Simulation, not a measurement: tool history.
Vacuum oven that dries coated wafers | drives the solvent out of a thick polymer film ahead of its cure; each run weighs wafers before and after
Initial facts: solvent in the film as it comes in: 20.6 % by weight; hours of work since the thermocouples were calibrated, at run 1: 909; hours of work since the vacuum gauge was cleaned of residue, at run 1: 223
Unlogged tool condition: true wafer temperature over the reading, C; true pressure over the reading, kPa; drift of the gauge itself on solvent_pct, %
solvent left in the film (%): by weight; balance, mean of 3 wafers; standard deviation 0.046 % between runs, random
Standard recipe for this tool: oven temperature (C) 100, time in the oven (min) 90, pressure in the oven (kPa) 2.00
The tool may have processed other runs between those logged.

run	hour	oven temperature (C)	time in the oven (min)	pressure in the oven (kPa)	hours of work since the thermocouples were calibrated	hours of work since the vacuum gauge was cleaned of residue	solvent left in the film (%)
1	0.0	100	90	2.00	909	223	4.73
2	25.6	100	90	2.00	921	236	4.78
3	52.6	100	90	2.00	935	249	4.76
4	76.2	100	90	2.00	947	261	4.80
5	93.9	100	90	2.00	956	270	4.68
6	107.8	86	90	2.00	963	277	11.12
7	132.2	100	90	2.00	975	289	4.72
8	152.2	100	90	2.00	985	299	4.74
9	174.9	100	90	2.00	996	311	4.70
# hour 180.2: oven's thermocouples calibrated
10	200.8	100	90	2.00	10	323	4.68
11	220.3	100	90	2.00	20	332	4.78
12	248.1	100	90	2.00	34	346	4.75
13	260.6	100	90	2.00	40	353	4.70
14	277.5	114	90	2.00	49	361	1.11
15	292.4	100	90	2.00	56	369	4.70
16	316.1	113	90	2.00	68	381	1.23
17	337.1	113	90	2.00	79	391	1.21
18	362.7	113	90	2.00	92	404	1.28
19	374.8	113	79	2.00	98	410	1.50
20	391.4	113	79	2.00	106	418	1.41
21	411.3	113	79	2.00	116	428	1.51
22	430.8	113	79	2.00	126	438	1.46
23	453.7	113	79	2.00	138	450	1.44
24	476.0	87	60	3.62	149	461	13.29
25	501.9	85	72	6.16	162	474	14.68
26	524.2	85	72	6.16	173	485	14.65
27	545.8	85	72	6.16	184	496	14.78
28	562.5	100	134	1.58	192	504	2.66
29	582.8	94	49	1.86	202	515	10.52
30	600.8	88	63	2.00	212	524	11.78
31	622.2	88	63	2.00	222	534	11.86
32	636.9	100	71	5.58	230	542	8.03
33	665.3	88	161	7.10	244	556	11.08
34	690.4	88	161	7.10	257	569	11.16
35	704.0	88	161	7.10	263	576	11.18
36	730.9	88	161	7.10	277	589	11.20
37	752.9	96	71	2.00	288	600	7.87
38	766.6	96	71	2.00	295	607	7.87
39	793.1	101	129	2.80	308	620	3.28
40	818.1	101	129	2.80	321	633	3.34
41	845.9	90	112	3.07	335	647	8.86
42	863.4	90	112	3.07	344	656	8.85
43	887.3	92	90	1.38	356	668	7.94
44	913.0	92	90	1.38	368	681	8.00
45	928.3	99	76	2.44	376	688	6.33
46	941.1	100	63	2.03	383	695	6.71

Alternative continuations, all from the tool just after run 46; predict every row:
A	959.5	93	63	2.03	392	704	?
B	959.5	104	72	2.14	392	704	?
C	959.5	87	90	2.00	392	704	?
D	959.5	100	63	1.29	392	704	?
E	959.5	113	45	1.30	392	704	?

run	solvent left in the film (%)
A	9.76
B	4.38
C	10.63
D	6.29
E	2.98
Without the tool's hidden state the same runs would have given:
run	solvent left in the film (%)
A	9.77
B	4.39
C	10.64
D	6.30
E	2.98

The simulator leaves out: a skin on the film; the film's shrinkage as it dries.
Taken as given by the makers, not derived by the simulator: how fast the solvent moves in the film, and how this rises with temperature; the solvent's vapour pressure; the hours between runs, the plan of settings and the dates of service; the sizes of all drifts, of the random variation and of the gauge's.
